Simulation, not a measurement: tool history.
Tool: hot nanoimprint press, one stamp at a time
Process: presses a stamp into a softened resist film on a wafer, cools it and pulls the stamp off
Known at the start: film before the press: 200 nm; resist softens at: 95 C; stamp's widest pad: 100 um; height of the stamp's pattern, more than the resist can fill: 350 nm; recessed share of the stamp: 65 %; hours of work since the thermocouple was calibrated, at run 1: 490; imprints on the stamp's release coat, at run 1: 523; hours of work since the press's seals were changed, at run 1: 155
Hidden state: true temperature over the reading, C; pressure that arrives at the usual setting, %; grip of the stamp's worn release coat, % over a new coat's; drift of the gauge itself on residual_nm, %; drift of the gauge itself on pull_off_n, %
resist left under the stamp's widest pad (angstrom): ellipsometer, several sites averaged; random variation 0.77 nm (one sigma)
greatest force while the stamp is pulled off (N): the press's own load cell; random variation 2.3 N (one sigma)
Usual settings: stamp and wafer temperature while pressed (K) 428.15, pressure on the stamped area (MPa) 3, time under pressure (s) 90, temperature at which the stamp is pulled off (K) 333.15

run    day  stamp and wafer temperature while pressed (K)  pressure on the stamped area (MPa)  time under pressure (s)  temperature at which the stamp is pulled off (K)  hours of work since the thermocouple was calibrated  imprints on the stamp's release coat  hours of work since the press's seals were changed  resist left under the stamp's widest pad (angstrom)  greatest force while the stamp is pulled off (N)
  1      0                                         428.15                                   3                       90                                            333.15                                                  490                                   523                                                 155                                                 1036                                               112
  2  0.292                                         428.15                                   3                       90                                            333.15                                                  495                                   546                                                 161                                                 1018                                               114
  3  0.625                                         428.15                                   3                       90                                            338.15                                                  501                                   573                                                 167                                                 1019                                               103
  4  1.238                                         428.15                                   3                       90                                            338.15                                                  512                                   622                                                 178                                                 1016                                                98
     1.396  -- plate thermocouple calibrated
  5  1.792                                         428.15                                   3                       90                                            338.15                                                    7                                   657                                                 185                                                  957                                                98
  6  2.196                                         428.15                                   3                       90                                            338.15                                                   14                                   689                                                 193                                                  955                                                98
  7  2.758                                         428.15                                3.78                       90                                            341.15                                                   24                                   735                                                 203                                                  877                                                89
  8  3.162                                         428.15                                2.15                       81                                            333.15                                                   32                                   767                                                 210                                                 1138                                               121
     3.396  -- plate thermocouple calibrated, once more
     3.858  -- stamp cleaned and given a new release coat
  9  4.067                                         438.15                                3.06                       84                                            325.15                                                    8                                    17                                                 219                                                  737                                               125
 10  4.521                                         438.15                                3.06                       84                                            325.15                                                   16                                    53                                                 228                                                  732                                               124
 11  5.054                                         438.15                                3.06                       84                                            325.15                                                   25                                    96                                                 237                                                  731                                               131
 12  5.488                                         438.15                                3.06                       84                                            325.15                                                   33                                   131                                                 245                                                  742                                               135

3 ways to go on from here, each from the tool as it stands after run 12. What would each give?
  A  5.925                                         428.15                                3.01                       67                                            333.15                                                   41                                   167                                                 253                                                    ?                                                 ?
  B  5.925                                         421.15                                   3                       75                                            333.15                                                   41                                   167                                                 253                                                    ?                                                 ?
  C  5.925                                         428.15                                   3                       90                                            333.15                                                   41                                   167                                                 253                                                    ?                                                 ?

run  resist left under the stamp's widest pad (angstrom)  greatest force while the stamp is pulled off (N)
  A                                                 1215                                               106
  B                                                 1495                                               107
  C                                                 1118                                               108
Without the tool's hidden state the same runs would have given:
run  resist left under the stamp's widest pad (angstrom)  greatest force while the stamp is pulled off (N)
  A                                                 1222                                               101
  B                                                 1502                                               102
  C                                                 1125                                               102
